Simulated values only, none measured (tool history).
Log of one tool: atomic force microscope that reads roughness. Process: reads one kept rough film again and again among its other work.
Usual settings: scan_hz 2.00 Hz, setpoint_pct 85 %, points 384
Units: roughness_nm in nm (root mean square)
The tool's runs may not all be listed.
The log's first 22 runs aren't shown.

run    hour  scan_hz  setpoint_pct  points  pictures with this tip  hours of work since the height scale was calibrated  roughness_nm
      824.6  -- new tip fitted
 23   863.5     1.80            78     643                      48                                                  389         1.724
 24   917.2     1.00            85     384                     114                                                  411         1.282
      931.5  -- new tip fitted
 25   963.1     1.01            63     384                      39                                                  429         1.831
 26  1010.9     1.01            63     384                      97                                                  448         1.390
     1039.6  -- new tip fitted
 27  1059.5     1.01            85     384                      25                                                  467         1.993
 28  1112.4     1.95            73     384                      90                                                  488         1.440
     1145.8  -- new tip fitted
 29  1145.8     1.95            73     384                       0                                                  502         2.314
 30  1177.8     0.52            59     334                      40                                                  514         1.849
 31  1221.3     0.96            58     304                      93                                                  532         1.437

3 ways to go on from here, each from the tool as it stands after run 31. What would each give?
     1252.3  -- new tip fitted
  A  1270.8     2.00            85     539                      23                                                  551             ?
     1252.3  -- new tip fitted
  B  1270.8     0.96            60     504                      23                                                  551             ?
     1252.3  -- new tip fitted
  C  1270.8     2.91            85     289                      23                                                  551             ?

run  roughness_nm
  A         1.887
  B         2.058
  C         1.772
Without the tool's hidden state the same runs would have given:
run  roughness_nm
  A         2.248
  B         2.451
  C         2.111
